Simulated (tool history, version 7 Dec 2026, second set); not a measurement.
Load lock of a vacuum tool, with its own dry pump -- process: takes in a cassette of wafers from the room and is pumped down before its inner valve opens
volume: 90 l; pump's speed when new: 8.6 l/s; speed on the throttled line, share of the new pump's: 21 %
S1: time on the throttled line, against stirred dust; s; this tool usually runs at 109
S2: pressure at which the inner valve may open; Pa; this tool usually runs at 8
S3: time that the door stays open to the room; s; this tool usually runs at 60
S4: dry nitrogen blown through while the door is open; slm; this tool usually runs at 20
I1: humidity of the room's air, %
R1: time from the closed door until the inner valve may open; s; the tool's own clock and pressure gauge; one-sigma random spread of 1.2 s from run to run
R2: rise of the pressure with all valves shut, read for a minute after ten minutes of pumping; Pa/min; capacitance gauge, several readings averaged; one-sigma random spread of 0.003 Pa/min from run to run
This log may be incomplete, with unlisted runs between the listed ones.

run 1 hour=0.0 | S1=109 S2=8 S3=60 S4=20 | I1=48.7 | R1=195.6 R2=0.079
run 2 hour=425.2 | S1=109 S2=8 S3=60 S4=20 | I1=42.5 | R1=198.2 R2=0.096
run 3 hour=890.7 | S1=109 S2=8 S3=60 S4=20 | I1=45.4 | R1=197.5 R2=0.110
run 4 hour=1289.8 | S1=109 S2=8 S3=60 S4=20 | I1=45.8 | R1=199.4 R2=0.132
run 5 hour=1699.9 | S1=109 S2=8 S3=60 S4=20 | I1=48.4 | R1=198.7 R2=0.151
run 6 hour=1968.1 | S1=109 S2=12 S3=60 S4=20 | I1=42.6 | R1=194.4 R2=0.175
run 7 hour=2421.1 | S1=109 S2=8 S3=69 S4=20 | I1=44.4 | R1=199.2 R2=0.190
run 8 hour=2840.7 | S1=109 S2=9 S3=69 S4=20 | I1=44.9 | R1=197.5 R2=0.217
run 9 hour=3088.8 | S1=109 S2=8 S3=60 S4=20 | I1=41.8 | R1=201.0 R2=0.229
run 10 hour=3503.8 | S1=109 S2=8 S3=60 S4=20 | I1=44.3 | R1=202.1 R2=0.264
run 11 hour=3869.0 | S1=109 S2=8 S3=60 S4=20 | I1=47.1 | R1=201.6 R2=0.278
run 12 hour=4326.3 | S1=109 S2=8 S3=60 S4=20 | I1=45.7 | R1=204.1 R2=0.321
run 13 hour=4740.4 | S1=109 S2=8 S3=60 S4=20 | I1=43.6 | R1=203.7 R2=0.352
run 14 hour=5163.4 | S1=109 S2=8 S3=60 S4=20 | I1=47.5 | R1=204.5 R2=0.379
run 15 hour=5561.8 | S1=109 S2=8 S3=60 S4=31 | I1=45.4 | R1=204.6 R2=0.421
run 16 hour=5792.3 | S1=109 S2=8 S3=60 S4=20 | I1=47.6 | R1=205.5 R2=0.434
-- hour=6035.5 dry pump taken out, an overhauled one fitted
run 17 hour=6124.6 | S1=109 S2=13 S3=60 S4=20 | I1=47.2 | R1=181.6 R2=0.474
run 18 hour=6552.1 | S1=109 S2=13 S3=60 S4=22 | I1=43.4 | R1=180.4 R2=0.507
run 19 hour=7027.6 | S1=109 S2=13 S3=60 S4=22 | I1=48.5 | R1=181.1 R2=0.557
run 20 hour=7343.1 | S1=109 S2=13 S3=60 S4=4 | I1=43.3 | R1=181.2 R2=0.626
run 21 hour=7737.8 | S1=74 S2=13 S3=60 S4=19 | I1=43.5 | R1=156.1 R2=0.646
run 22 hour=7958.1 | S1=74 S2=13 S3=60 S4=19 | I1=48.7 | R1=154.2 R2=0.662
-- hour=8172.5 door's seal changed, seat wiped
run 23 hour=8172.5 | S1=109 S2=7 S3=60 S4=11 | I1=45.8 | R1=189.1 R2=0.024
run 24 hour=8439.7 | S1=109 S2=7 S3=60 S4=11 | I1=46.9 | R1=190.1 R2=0.042
run 25 hour=8650.9 | S1=118 S2=6 S3=65 S4=8 | I1=46.8 | R1=196.5 R2=0.044
run 26 hour=8902.7 | S1=109 S2=10 S3=60 S4=20 | I1=47.5 | R1=186.5 R2=0.032
run 27 hour=9294.8 | S1=109 S2=10 S3=60 S4=20 | I1=46.7 | R1=187.4 R2=0.045
run 28 hour=9672.3 | S1=109 S2=10 S3=60 S4=20 | I1=44.6 | R1=185.6 R2=0.061
run 29 hour=10001.9 | S1=109 S2=10 S3=60 S4=20 | I1=43.9 | R1=188.6 R2=0.069
run 30 hour=10475.0 | S1=97 S2=8 S3=60 S4=20 | I1=46.5 | R1=180.5 R2=0.087
run 31 hour=10894.0 | S1=97 S2=8 S3=60 S4=20 | I1=46.5 | R1=180.6 R2=0.102
run 32 hour=11388.1 | S1=73 S2=8 S3=60 S4=20 | I1=43.0 | R1=163.3 R2=0.131
run 33 hour=11805.1 | S1=109 S2=8 S3=60 S4=17 | I1=44.8 | R1=192.1 R2=0.159
run 34 hour=12144.1 | S1=185 S2=8 S3=60 S4=8 | I1=42.1 | R1=250.9 R2=0.187
run 35 hour=12503.6 | S1=185 S2=8 S3=60 S4=8 | I1=44.3 | R1=249.9 R2=0.207
run 36 hour=12986.1 | S1=185 S2=8 S3=60 S4=8 | I1=45.5 | R1=253.5 R2=0.245

Consider 5 possible next runs. They are alternatives, not a sequence: every one starts from the tool as it was left by run 36. What does each give?
run A hour=13441.1 | S1=185 S2=14 S3=60 S4=8 | I1=42.2 | R1=? R2=?
run B hour=13441.1 | S1=109 S2=6 S3=47 S4=20 | I1=46.3 | R1=? R2=?
run C hour=13441.1 | S1=109 S2=8 S3=60 S4=4 | I1=45.4 | R1=? R2=?
run D hour=13441.1 | S1=185 S2=8 S3=64 S4=30 | I1=44.9 | R1=? R2=?
run E hour=13441.1 | S1=61 S2=8 S3=60 S4=8 | I1=42.8 | R1=? R2=?

run=A R1=245.1 R2=0.270
run=B R1=197.2 R2=0.255
run=C R1=192.3 R2=0.269
run=D R1=251.5 R2=0.256
run=E R1=155.2 R2=0.268
Had the tool no hidden state, the same runs would have come out as:
run=A R1=239.4 R2=0.027
run=B R1=188.9 R2=0.018
run=C R1=184.3 R2=0.033
run=D R1=244.9 R2=0.014
run=E R1=146.2 R2=0.029

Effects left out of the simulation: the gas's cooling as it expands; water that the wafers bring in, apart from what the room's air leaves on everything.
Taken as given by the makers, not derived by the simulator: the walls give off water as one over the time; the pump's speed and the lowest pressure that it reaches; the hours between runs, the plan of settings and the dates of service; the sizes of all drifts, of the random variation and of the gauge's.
